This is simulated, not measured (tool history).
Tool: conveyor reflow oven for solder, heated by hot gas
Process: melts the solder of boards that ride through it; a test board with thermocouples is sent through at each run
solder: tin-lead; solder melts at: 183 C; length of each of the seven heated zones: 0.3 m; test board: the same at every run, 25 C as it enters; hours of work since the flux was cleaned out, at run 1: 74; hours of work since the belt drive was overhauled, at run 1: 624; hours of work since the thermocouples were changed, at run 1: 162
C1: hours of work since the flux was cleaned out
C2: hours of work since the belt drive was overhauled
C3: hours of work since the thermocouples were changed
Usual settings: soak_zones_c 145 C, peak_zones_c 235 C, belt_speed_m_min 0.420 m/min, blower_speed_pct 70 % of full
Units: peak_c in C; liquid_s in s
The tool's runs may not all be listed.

{"run": 1, "hour": 0.0, "soak_zones_c": 145, "peak_zones_c": 235, "belt_speed_m_min": 0.42, "blower_speed_pct": 70, "C1": 74, "C2": 624, "C3": 162, "peak_c": 217.6, "liquid_s": 66.8}
{"run": 2, "hour": 11.9, "soak_zones_c": 145, "peak_zones_c": 243, "belt_speed_m_min": 0.42, "blower_speed_pct": 70, "C1": 81, "C2": 631, "C3": 169, "peak_c": 224.2, "liquid_s": 72.3}
{"run": 3, "hour": 21.9, "soak_zones_c": 145, "peak_zones_c": 243, "belt_speed_m_min": 0.42, "blower_speed_pct": 70, "C1": 86, "C2": 637, "C3": 175, "peak_c": 224.2, "liquid_s": 72.2}
{"run": 4, "hour": 31.3, "soak_zones_c": 145, "peak_zones_c": 229, "belt_speed_m_min": 0.42, "blower_speed_pct": 70, "C1": 92, "C2": 642, "C3": 180, "peak_c": 212.4, "liquid_s": 62.6}
{"run": 5, "hour": 38.9, "soak_zones_c": 145, "peak_zones_c": 229, "belt_speed_m_min": 0.42, "blower_speed_pct": 70, "C1": 96, "C2": 646, "C3": 184, "peak_c": 211.9, "liquid_s": 61.9}
{"run": 6, "hour": 52.0, "soak_zones_c": 145, "peak_zones_c": 229, "belt_speed_m_min": 0.42, "blower_speed_pct": 70, "C1": 103, "C2": 653, "C3": 191, "peak_c": 211.9, "liquid_s": 62.1}
{"run": 7, "hour": 64.9, "soak_zones_c": 145, "peak_zones_c": 229, "belt_speed_m_min": 0.42, "blower_speed_pct": 70, "C1": 110, "C2": 661, "C3": 199, "peak_c": 212.0, "liquid_s": 62.1}
{"run": 8, "hour": 73.7, "soak_zones_c": 145, "peak_zones_c": 228, "belt_speed_m_min": 0.42, "blower_speed_pct": 70, "C1": 115, "C2": 666, "C3": 204, "peak_c": 211.4, "liquid_s": 61.5}
{"run": 9, "hour": 85.8, "soak_zones_c": 145, "peak_zones_c": 235, "belt_speed_m_min": 0.42, "blower_speed_pct": 70, "C1": 122, "C2": 672, "C3": 210, "peak_c": 217.3, "liquid_s": 66.8}
{"run": 10, "hour": 94.7, "soak_zones_c": 149, "peak_zones_c": 235, "belt_speed_m_min": 0.42, "blower_speed_pct": 70, "C1": 127, "C2": 677, "C3": 215, "peak_c": 218.3, "liquid_s": 69.7}
{"run": 11, "hour": 103.5, "soak_zones_c": 145, "peak_zones_c": 235, "belt_speed_m_min": 0.42, "blower_speed_pct": 70, "C1": 132, "C2": 682, "C3": 220, "peak_c": 216.9, "liquid_s": 66.8}
{"run": 12, "hour": 115.1, "soak_zones_c": 145, "peak_zones_c": 223, "belt_speed_m_min": 0.42, "blower_speed_pct": 70, "C1": 138, "C2": 689, "C3": 227, "peak_c": 207.3, "liquid_s": 56.1}
{"run": 13, "hour": 128.1, "soak_zones_c": 145, "peak_zones_c": 223, "belt_speed_m_min": 0.42, "blower_speed_pct": 70, "C1": 146, "C2": 696, "C3": 234, "peak_c": 207.1, "liquid_s": 56.3}
{"run": 14, "hour": 135.9, "soak_zones_c": 145, "peak_zones_c": 223, "belt_speed_m_min": 0.42, "blower_speed_pct": 70, "C1": 150, "C2": 700, "C3": 238, "peak_c": 206.6, "liquid_s": 55.9}
{"hour": 144.2, "done": "belt drive overhauled, speed set with a stopwatch"}
{"run": 15, "hour": 151.4, "soak_zones_c": 148, "peak_zones_c": 223, "belt_speed_m_min": 0.428, "blower_speed_pct": 70, "C1": 156, "C2": 4, "C3": 245, "peak_c": 207.1, "liquid_s": 56.3}
{"run": 16, "hour": 162.9, "soak_zones_c": 145, "peak_zones_c": 242, "belt_speed_m_min": 0.42, "blower_speed_pct": 70, "C1": 163, "C2": 10, "C3": 251, "peak_c": 222.5, "liquid_s": 70.6}
{"run": 17, "hour": 173.2, "soak_zones_c": 157, "peak_zones_c": 238, "belt_speed_m_min": 0.476, "blower_speed_pct": 66, "C1": 169, "C2": 16, "C3": 257, "peak_c": 216.9, "liquid_s": 62.4}
{"run": 18, "hour": 185.2, "soak_zones_c": 157, "peak_zones_c": 238, "belt_speed_m_min": 0.476, "blower_speed_pct": 66, "C1": 175, "C2": 23, "C3": 264, "peak_c": 216.8, "liquid_s": 62.4}
{"run": 19, "hour": 197.1, "soak_zones_c": 139, "peak_zones_c": 233, "belt_speed_m_min": 0.357, "blower_speed_pct": 80, "C1": 182, "C2": 30, "C3": 270, "peak_c": 220.1, "liquid_s": 79.7}
{"run": 20, "hour": 205.6, "soak_zones_c": 139, "peak_zones_c": 233, "belt_speed_m_min": 0.357, "blower_speed_pct": 80, "C1": 187, "C2": 34, "C3": 275, "peak_c": 220.5, "liquid_s": 79.5}
{"run": 21, "hour": 216.3, "soak_zones_c": 139, "peak_zones_c": 233, "belt_speed_m_min": 0.479, "blower_speed_pct": 75, "C1": 193, "C2": 40, "C3": 281, "peak_c": 209.7, "liquid_s": 47.9}
{"run": 22, "hour": 222.7, "soak_zones_c": 139, "peak_zones_c": 249, "belt_speed_m_min": 0.479, "blower_speed_pct": 75, "C1": 196, "C2": 44, "C3": 285, "peak_c": 222.9, "liquid_s": 59.4}
{"run": 23, "hour": 231.8, "soak_zones_c": 139, "peak_zones_c": 249, "belt_speed_m_min": 0.479, "blower_speed_pct": 75, "C1": 201, "C2": 49, "C3": 290, "peak_c": 222.8, "liquid_s": 59.4}
{"run": 24, "hour": 237.8, "soak_zones_c": 145, "peak_zones_c": 235, "belt_speed_m_min": 0.42, "blower_speed_pct": 58, "C1": 205, "C2": 52, "C3": 293, "peak_c": 214.2, "liquid_s": 62.7}
{"run": 25, "hour": 250.7, "soak_zones_c": 145, "peak_zones_c": 235, "belt_speed_m_min": 0.42, "blower_speed_pct": 58, "C1": 212, "C2": 60, "C3": 300, "peak_c": 214.0, "liquid_s": 63.0}
{"run": 26, "hour": 259.5, "soak_zones_c": 145, "peak_zones_c": 245, "belt_speed_m_min": 0.42, "blower_speed_pct": 72, "C1": 217, "C2": 64, "C3": 305, "peak_c": 225.1, "liquid_s": 72.7}
{"run": 27, "hour": 267.8, "soak_zones_c": 160, "peak_zones_c": 245, "belt_speed_m_min": 0.42, "blower_speed_pct": 72, "C1": 222, "C2": 69, "C3": 310, "peak_c": 227.8, "liquid_s": 81.9}
{"run": 28, "hour": 280.0, "soak_zones_c": 160, "peak_zones_c": 223, "belt_speed_m_min": 0.481, "blower_speed_pct": 72, "C1": 228, "C2": 76, "C3": 317, "peak_c": 205.9, "liquid_s": 53.8}

Forecast each of these 4 alternatives for the next run:
{"run": "A", "hour": 291.4, "soak_zones_c": 134, "peak_zones_c": 235, "belt_speed_m_min": 0.403, "blower_speed_pct": 69, "C1": 235, "C2": 82, "C3": 323, "peak_c": "?", "liquid_s": "?"}
{"run": "B", "hour": 291.4, "soak_zones_c": 147, "peak_zones_c": 240, "belt_speed_m_min": 0.481, "blower_speed_pct": 62, "C1": 235, "C2": 82, "C3": 323, "peak_c": "?", "liquid_s": "?"}
{"run": "C", "hour": 291.4, "soak_zones_c": 145, "peak_zones_c": 235, "belt_speed_m_min": 0.485, "blower_speed_pct": 50, "C1": 235, "C2": 82, "C3": 323, "peak_c": "?", "liquid_s": "?"}
{"run": "D", "hour": 291.4, "soak_zones_c": 158, "peak_zones_c": 231, "belt_speed_m_min": 0.498, "blower_speed_pct": 70, "C1": 235, "C2": 82, "C3": 323, "peak_c": "?", "liquid_s": "?"}

run=A peak_c=215.5 liquid_s=62.9
run=B peak_c=214.0 liquid_s=54.4
run=C peak_c=206.1 liquid_s=44.5
run=D peak_c=210.8 liquid_s=54.2
Without the tool's hidden state the same runs would have given:
run=A peak_c=217.4 liquid_s=65.2
run=B peak_c=216.0 liquid_s=56.7
run=C peak_c=208.0 liquid_s=47.2
run=D peak_c=212.6 liquid_s=56.6
